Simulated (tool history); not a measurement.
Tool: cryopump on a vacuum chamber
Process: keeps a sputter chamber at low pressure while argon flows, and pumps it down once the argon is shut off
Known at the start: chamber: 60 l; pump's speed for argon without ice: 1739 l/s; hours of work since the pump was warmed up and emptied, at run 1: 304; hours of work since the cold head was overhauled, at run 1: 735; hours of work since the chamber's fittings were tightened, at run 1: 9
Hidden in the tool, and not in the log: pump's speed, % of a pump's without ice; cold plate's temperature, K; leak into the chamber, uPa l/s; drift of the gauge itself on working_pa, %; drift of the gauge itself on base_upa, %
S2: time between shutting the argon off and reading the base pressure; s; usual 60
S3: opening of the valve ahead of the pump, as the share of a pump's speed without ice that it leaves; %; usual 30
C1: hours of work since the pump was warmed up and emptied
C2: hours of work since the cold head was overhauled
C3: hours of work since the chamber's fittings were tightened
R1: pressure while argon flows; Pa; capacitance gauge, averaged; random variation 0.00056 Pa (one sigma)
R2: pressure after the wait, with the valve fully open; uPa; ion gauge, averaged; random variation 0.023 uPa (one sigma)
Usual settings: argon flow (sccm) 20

Run 1, hour 0: usual settings; C1 304; C2 735; C3 9. Result: R1 0.0733 Pa, R2 0.9 uPa.
Run 2, hour 17.4: usual settings but argon flow (sccm) 15; C1 318; C2 749; C3 23. Result: R1 0.0546 Pa, R2 0.92 uPa.
Run 3, hour 55.8: usual settings but argon flow (sccm) 16; C1 348; C2 779; C3 53. Result: R1 0.0598 Pa, R2 0.97 uPa.
Run 4, hour 85.1: usual settings but argon flow (sccm) 16; C1 370; C2 801; C3 75. Result: R1 0.0595 Pa, R2 1.03 uPa.
Run 5, hour 105.7: usual settings; C1 386; C2 817; C3 91. Result: R1 0.077 Pa, R2 1.04 uPa.
At hour 130: pump warmed up, emptied and cooled again.
Run 6, hour 144.1: usual settings; C1 11; C2 843; C3 117. Result: R1 0.0649 Pa, R2 0.92 uPa.
Run 7, hour 184.8: usual settings; C1 42; C2 875; C3 149. Result: R1 0.0652 Pa, R2 0.94 uPa.
Run 8, hour 221.2: usual settings; C1 71; C2 903; C3 177. Result: R1 0.0666 Pa, R2 0.95 uPa.
Run 9, hour 238.5: usual settings but S3 23 %; C1 84; C2 916; C3 190. Result: R1 0.086 Pa, R2 0.97 uPa.
Run 10, hour 259.7: usual settings but S3 23 %; C1 100; C2 933; C3 207. Result: R1 0.0867 Pa, R2 0.95 uPa.
Run 11, hour 297.8: usual settings but S3 23 %; C1 130; C2 962; C3 236. Result: R1 0.0866 Pa, R2 1.04 uPa.
Run 12, hour 316: usual settings but S3 23 %; C1 144; C2 976; C3 250. Result: R1 0.0876 Pa, R2 1.05 uPa.
Run 13, hour 349.8: usual settings but S3 23 %; C1 170; C2 1002; C3 276. Result: R1 0.0887 Pa, R2 1.08 uPa.
Run 14, hour 367.3: usual settings; C1 184; C2 1016; C3 290. Result: R1 0.0682 Pa, R2 1.14 uPa.
Run 15, hour 386.3: usual settings; C1 199; C2 1031; C3 305. Result: R1 0.07 Pa, R2 1.09 uPa.
Run 16, hour 411.8: usual settings; C1 218; C2 1051; C3 324. Result: R1 0.07 Pa, R2 1.19 uPa.
Run 17, hour 432.1: usual settings; C1 234; C2 1066; C3 340. Result: R1 0.0703 Pa, R2 1.14 uPa.
Run 18, hour 471.7: usual settings but argon flow (sccm) 13, S2 63 s; C1 265; C2 1097; C3 371. Result: R1 0.0463 Pa, R2 1.17 uPa.
Run 19, hour 503.2: usual settings but argon flow (sccm) 9, S2 121 s, S3 23 %; C1 289; C2 1121; C3 395. Result: R1 0.0413 Pa, R2 0.89 uPa.
Run 20, hour 529.1: usual settings but argon flow (sccm) 9, S2 121 s, S3 23 %; C1 309; C2 1141; C3 415. Result: R1 0.0409 Pa, R2 0.88 uPa.
Run 21, hour 545.8: usual settings but argon flow (sccm) 9, S2 121 s, S3 23 %; C1 322; C2 1154; C3 428. Result: R1 0.0416 Pa, R2 0.94 uPa.
Run 22, hour 562.4: usual settings but argon flow (sccm) 15, S2 25 s, S3 16 %; C1 335; C2 1167; C3 441. Result: R1 0.0981 Pa, R2 2.22 uPa.
Run 23, hour 582.8: usual settings but argon flow (sccm) 15, S2 23 s, S3 16 %; C1 351; C2 1183; C3 457. Result: R1 0.0986 Pa, R2 2.36 uPa.
Run 24, hour 623.7: usual settings but argon flow (sccm) 14, S2 48 s, S3 21 %; C1 382; C2 1215; C3 489. Result: R1 0.0722 Pa, R2 1.47 uPa.
At hour 652.6: pump warmed up, emptied and cooled again.
Run 25, hour 668.1: usual settings but argon flow (sccm) 24, S2 23 s; C1 12; C2 1245; C3 519. Result: R1 0.0785 Pa, R2 2.19 uPa.
Run 26, hour 695.5: usual settings but argon flow (sccm) 24, S2 23 s; C1 33; C2 1266; C3 540. Result: R1 0.0794 Pa, R2 2.2 uPa.
Run 27, hour 729.4: usual settings but S2 54 s; C1 59; C2 1293; C3 567. Result: R1 0.066 Pa, R2 1.3 uPa.
Run 28, hour 750.4: usual settings but S2 54 s; C1 76; C2 1309; C3 583. Result: R1 0.0669 Pa, R2 1.29 uPa.
Run 29, hour 777.4: usual settings but argon flow (sccm) 11, S2 54 s, S3 44 %; C1 97; C2 1330; C3 604. Result: R1 0.0251 Pa, R2 1.32 uPa.
Run 30, hour 807.9: usual settings but argon flow (sccm) 13, S2 54 s, S3 24 %; C1 120; C2 1353; C3 627. Result: R1 0.0551 Pa, R2 1.42 uPa.
Run 31, hour 827.9: usual settings but argon flow (sccm) 23, S2 25 s, S3 18 %; C1 136; C2 1369; C3 643. Result: R1 0.1296 Pa, R2 2.21 uPa.
Run 32, hour 851.9: usual settings but argon flow (sccm) 9, S3 16 %; C1 154; C2 1388; C3 662. Result: R1 0.0572 Pa, R2 1.34 uPa.
Run 33, hour 892.2: usual settings but argon flow (sccm) 9, S2 58 s, S3 35 %; C1 186; C2 1419; C3 693. Result: R1 0.027 Pa, R2 1.41 uPa.

Some steps in R1 between neighbouring runs. How much of each would the tool show without its hidden state too (settings, what came in, random variation), and how much is left for the hidden state, with any gauge scatter that isn't in both results?
Run 4 -> 5: argon flow (sccm) 16 -> 20. R1 +0.0175 Pa: hidden state +0.0028, all else +0.0147.
Run 5 -> 6: pump warmed up, emptied and cooled again. R1 -0.0121 Pa: hidden state -0.011, all else -0.0011.
Run 21 -> 22: argon flow (sccm) 9 -> 15, S2 121 -> 25, S3 23 -> 16. R1 +0.0565 Pa: hidden state +0.0026, all else +0.0539.
Run 24 -> 25: argon flow (sccm) 14 -> 24, S2 48 -> 23, S3 21 -> 30, pump warmed up, emptied and cooled again. R1 +0.0063 Pa: hidden state -0.0063, all else +0.0126.
Run 30 -> 31: argon flow (sccm) 13 -> 23, S2 54 -> 25, S3 24 -> 18. R1 +0.0745 Pa: hidden state +0.0018, all else +0.0727.
Run 31 -> 32: argon flow (sccm) 23 -> 9, S2 25 -> 60, S3 18 -> 16. R1 -0.0724 Pa: hidden state -0.002, all else -0.0704.
